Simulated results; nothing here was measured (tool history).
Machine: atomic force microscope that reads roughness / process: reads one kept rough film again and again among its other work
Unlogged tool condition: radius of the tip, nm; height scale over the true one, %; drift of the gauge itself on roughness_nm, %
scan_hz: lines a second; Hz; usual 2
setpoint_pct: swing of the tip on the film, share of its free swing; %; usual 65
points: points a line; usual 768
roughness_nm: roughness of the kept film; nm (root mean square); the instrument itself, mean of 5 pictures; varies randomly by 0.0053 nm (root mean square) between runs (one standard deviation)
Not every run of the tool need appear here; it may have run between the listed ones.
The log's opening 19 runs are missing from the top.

run	hour	scan_hz	setpoint_pct	points	pictures with this tip	hours of work since the height scale was calibrated	roughness_nm
20	123.2	1.65	74	314	43	239	0.809
21	131.7	0.69	67	407	60	246	0.902
# hour 133.1: new tip fitted
22	139.6	1.08	67	257	13	251	0.859
23	145	1.08	67	257	23	255	0.864
24	153.8	0.97	65	343	41	262	0.885
25	162.3	2.65	65	768	57	268	0.827
# hour 165.1: new tip fitted
26	172.2	2.65	65	768	14	275	0.83
27	178.9	1.73	89	289	27	280	0.705
28	183.6	1.73	89	289	36	284	0.711
29	192.2	1.73	89	289	53	290	0.702
# hour 197.2: new tip fitted
30	200.6	3.3	89	1005	6	296	0.592
31	204.9	2	65	312	15	299	0.839
32	211.2	2	65	312	27	304	0.846

Run 33 has not been measured yet. What should we expect?
33	216.7	2	65	312	37	308	?

roughness_nm: 0.839 nm (root mean square)
With no hidden state in the tool, this same run would have given roughness_nm 0.841 nm (root mean square).
